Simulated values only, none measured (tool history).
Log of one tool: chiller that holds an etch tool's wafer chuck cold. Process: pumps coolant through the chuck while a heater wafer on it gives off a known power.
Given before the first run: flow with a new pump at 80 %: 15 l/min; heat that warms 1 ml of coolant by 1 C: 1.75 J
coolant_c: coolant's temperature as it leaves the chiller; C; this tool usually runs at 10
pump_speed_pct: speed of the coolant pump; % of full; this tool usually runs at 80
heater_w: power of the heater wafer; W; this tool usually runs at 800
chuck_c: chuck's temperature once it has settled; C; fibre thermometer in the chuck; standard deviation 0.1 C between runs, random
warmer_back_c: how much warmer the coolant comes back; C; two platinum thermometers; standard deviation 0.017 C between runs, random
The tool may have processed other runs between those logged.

run	day	coolant_c	pump_speed_pct	heater_w	chuck_c	warmer_back_c
1	0	10	80	800	16.6	1.83
2	3.954	10	94	800	16	1.55
3	7.092	10	80	422	13.4	0.96
4	9.304	9	80	422	12.3	0.96
5	12.329	10	69	800	17.1	2.07
6	17.046	10	69	800	17	2.09
7	20.721	8	69	800	15.3	2.05
8	24.512	10	80	800	16.6	1.78
# day 26.592: chiller's thermometer calibrated
9	29.683	10	80	800	16.7	1.76
10	32.833	10	80	800	16.5	1.74
11	37.958	10	80	800	16.6	1.76
12	41.467	10	80	800	16.6	1.77
13	45.05	10	80	800	16.7	1.73
14	47.754	10	80	800	16.5	1.73
15	52.442	1	80	800	7.5	1.7
16	55.512	10	80	800	16.7	1.72
17	59.779	15	64	800	22.6	2.17
18	63.396	7	82	531	11.2	1.07
19	67.304	19	82	844	25.8	1.78
20	70.05	7	68	697	13.2	1.71
21	72.371	8	80	1191	17.9	2.6
22	76.279	1	88	800	7.3	1.53
23	81.221	1	88	800	7.3	1.51
24	84.108	1	88	800	7.3	1.53
25	87.488	1	88	800	7.1	1.51
26	89.754	9	88	800	15.1	1.52
27	93.467	9	88	800	15.2	1.53
28	97.954	9	88	800	15.2	1.5
29	100.471	9	88	888	16	1.65
30	102.654	9	88	688	14.3	1.22
31	105.467	9	76	510	13.4	1.01
32	109.708	9	76	510	13.5	1.02

Forecast each of these 4 alternatives for the next run:
A	114.596	10	87	735	?	?
B	114.596	6	64	800	?	?
C	114.596	16	80	800	?	?
D	114.596	10	80	958	?	?

run	chuck_c	warmer_back_c
A	15.6	1.35
B	13.6	2.05
C	22.6	1.61
D	18	1.99
Without the tool's hidden state the same runs would have given:
run	chuck_c	warmer_back_c
A	15.6	1.56
B	13.6	2.26
C	22.6	1.82
D	18	2.2

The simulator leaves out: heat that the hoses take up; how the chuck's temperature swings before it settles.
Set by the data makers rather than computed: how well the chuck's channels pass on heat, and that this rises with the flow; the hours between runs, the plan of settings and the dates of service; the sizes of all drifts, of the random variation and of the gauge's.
